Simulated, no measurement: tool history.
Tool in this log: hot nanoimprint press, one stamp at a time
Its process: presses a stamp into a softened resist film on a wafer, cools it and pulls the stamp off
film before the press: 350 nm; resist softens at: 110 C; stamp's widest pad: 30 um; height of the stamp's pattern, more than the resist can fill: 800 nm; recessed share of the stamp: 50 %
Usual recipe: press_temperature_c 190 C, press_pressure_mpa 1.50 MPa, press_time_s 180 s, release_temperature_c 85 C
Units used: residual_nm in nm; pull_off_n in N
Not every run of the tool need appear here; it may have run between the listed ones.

run 1 day=0.000 | press_temperature_c=190 press_pressure_mpa=1.50 press_time_s=180 release_temperature_c=85 | residual_nm=122.5 pull_off_n=272
run 2 day=0.771 | press_temperature_c=190 press_pressure_mpa=1.50 press_time_s=180 release_temperature_c=85 | residual_nm=123.1 pull_off_n=267
run 3 day=1.579 | press_temperature_c=190 press_pressure_mpa=1.50 press_time_s=180 release_temperature_c=85 | residual_nm=121.5 pull_off_n=285
run 4 day=2.475 | press_temperature_c=190 press_pressure_mpa=1.50 press_time_s=180 release_temperature_c=85 | residual_nm=122.9 pull_off_n=285
run 5 day=3.142 | press_temperature_c=190 press_pressure_mpa=1.50 press_time_s=180 release_temperature_c=85 | residual_nm=122.7 pull_off_n=287
run 6 day=3.625 | press_temperature_c=190 press_pressure_mpa=1.50 press_time_s=180 release_temperature_c=85 | residual_nm=122.7 pull_off_n=280
run 7 day=4.721 | press_temperature_c=190 press_pressure_mpa=1.50 press_time_s=180 release_temperature_c=85 | residual_nm=122.3 pull_off_n=296
run 8 day=5.546 | press_temperature_c=190 press_pressure_mpa=1.50 press_time_s=180 release_temperature_c=85 | residual_nm=121.2 pull_off_n=309
run 9 day=6.575 | press_temperature_c=190 press_pressure_mpa=1.50 press_time_s=180 release_temperature_c=85 | residual_nm=120.8 pull_off_n=306
run 10 day=7.329 | press_temperature_c=190 press_pressure_mpa=1.50 press_time_s=180 release_temperature_c=85 | residual_nm=121.6 pull_off_n=311
-- day=7.562 plate thermocouple calibrated
-- day=8.579 stamp cleaned and given a new release coat
run 11 day=8.579 | press_temperature_c=190 press_pressure_mpa=1.50 press_time_s=180 release_temperature_c=85 | residual_nm=120.8 pull_off_n=203
run 12 day=9.717 | press_temperature_c=190 press_pressure_mpa=1.50 press_time_s=180 release_temperature_c=85 | residual_nm=120.5 pull_off_n=211
run 13 day=10.396 | press_temperature_c=190 press_pressure_mpa=1.50 press_time_s=180 release_temperature_c=87 | residual_nm=120.2 pull_off_n=203
run 14 day=11.275 | press_temperature_c=190 press_pressure_mpa=1.50 press_time_s=180 release_temperature_c=87 | residual_nm=120.4 pull_off_n=210
run 15 day=12.312 | press_temperature_c=190 press_pressure_mpa=1.50 press_time_s=220 release_temperature_c=85 | residual_nm=111.3 pull_off_n=230
run 16 day=13.458 | press_temperature_c=192 press_pressure_mpa=1.50 press_time_s=180 release_temperature_c=85 | residual_nm=110.3 pull_off_n=239
-- day=13.692 plate thermocouple calibrated, once more
run 17 day=14.758 | press_temperature_c=190 press_pressure_mpa=1.09 press_time_s=135 release_temperature_c=85 | residual_nm=166.3 pull_off_n=245
run 18 day=15.725 | press_temperature_c=190 press_pressure_mpa=1.50 press_time_s=180 release_temperature_c=85 | residual_nm=126.7 pull_off_n=256
run 19 day=16.583 | press_temperature_c=198 press_pressure_mpa=2.04 press_time_s=340 release_temperature_c=82 | residual_nm=59.6 pull_off_n=285
run 20 day=17.700 | press_temperature_c=181 press_pressure_mpa=1.77 press_time_s=180 release_temperature_c=85 | residual_nm=165.2 pull_off_n=264
run 21 day=18.608 | press_temperature_c=199 press_pressure_mpa=0.99 press_time_s=237 release_temperature_c=91 | residual_nm=100.0 pull_off_n=219
run 22 day=19.233 | press_temperature_c=199 press_pressure_mpa=0.92 press_time_s=138 release_temperature_c=91 | residual_nm=127.4 pull_off_n=235
run 23 day=20.000 | press_temperature_c=189 press_pressure_mpa=1.10 press_time_s=180 release_temperature_c=71 | residual_nm=152.6 pull_off_n=379
run 24 day=20.829 | press_temperature_c=190 press_pressure_mpa=1.94 press_time_s=130 release_temperature_c=80 | residual_nm=123.0 pull_off_n=333
run 25 day=21.367 | press_temperature_c=190 press_pressure_mpa=1.94 press_time_s=130 release_temperature_c=80 | residual_nm=123.0 pull_off_n=323
run 26 day=22.071 | press_temperature_c=190 press_pressure_mpa=1.40 press_time_s=92 release_temperature_c=71 | residual_nm=164.8 pull_off_n=395
run 27 day=22.788 | press_temperature_c=190 press_pressure_mpa=2.22 press_time_s=92 release_temperature_c=71 | residual_nm=130.1 pull_off_n=407
run 28 day=23.538 | press_temperature_c=190 press_pressure_mpa=1.33 press_time_s=180 release_temperature_c=81 | residual_nm=131.6 pull_off_n=332
run 29 day=24.150 | press_temperature_c=199 press_pressure_mpa=2.35 press_time_s=185 release_temperature_c=83 | residual_nm=66.4 pull_off_n=325
run 30 day=24.671 | press_temperature_c=201 press_pressure_mpa=0.91 press_time_s=324 release_temperature_c=83 | residual_nm=84.7 pull_off_n=334

Hidden state or all else? Some run-to-run changes of residual_nm, split into what the settings, what came in and random variation would give without the hidden state, and what is left for the hidden state (with any gauge scatter that isn't in both results):
Hidden state at play: true temperature over the reading, C; pressure that arrives at the usual setting, %; grip of the stamp's worn release coat, % over a new coat's; drift of the gauge itself on residual_nm, %; drift of the gauge itself on pull_off_n, %.
Run 10 -> 11: plate thermocouple calibrated, stamp cleaned and given a new release coat. residual_nm -0.8 nm: hidden state -0.9, all else +0.1.
Run 16 -> 17: press_temperature_c 192 -> 190, press_pressure_mpa 1.50 -> 1.09, press_time_s 180 -> 135, plate thermocouple calibrated, once more. residual_nm +56.0 nm: hidden state +6.0, all else +50.0.
Run 18 -> 19: press_temperature_c 190 -> 198, press_pressure_mpa 1.50 -> 2.04, press_time_s 180 -> 340, release_temperature_c 85 -> 82. residual_nm -67.1 nm: hidden state +0.0, all else -67.1.
Run 19 -> 20: press_temperature_c 198 -> 181, press_pressure_mpa 2.04 -> 1.77, press_time_s 340 -> 180, release_temperature_c 82 -> 85. residual_nm +105.6 nm: hidden state -0.7, all else +106.3.
Run 20 -> 21: press_temperature_c 181 -> 199, press_pressure_mpa 1.77 -> 0.99, press_time_s 180 -> 237, release_temperature_c 85 -> 91. residual_nm -65.2 nm: hidden state +0.0, all else -65.2.
Run 28 -> 29: press_temperature_c 190 -> 199, press_pressure_mpa 1.33 -> 2.35, press_time_s 180 -> 185, release_temperature_c 81 -> 83. residual_nm -65.2 nm: hidden state +1.3, all else -66.5.

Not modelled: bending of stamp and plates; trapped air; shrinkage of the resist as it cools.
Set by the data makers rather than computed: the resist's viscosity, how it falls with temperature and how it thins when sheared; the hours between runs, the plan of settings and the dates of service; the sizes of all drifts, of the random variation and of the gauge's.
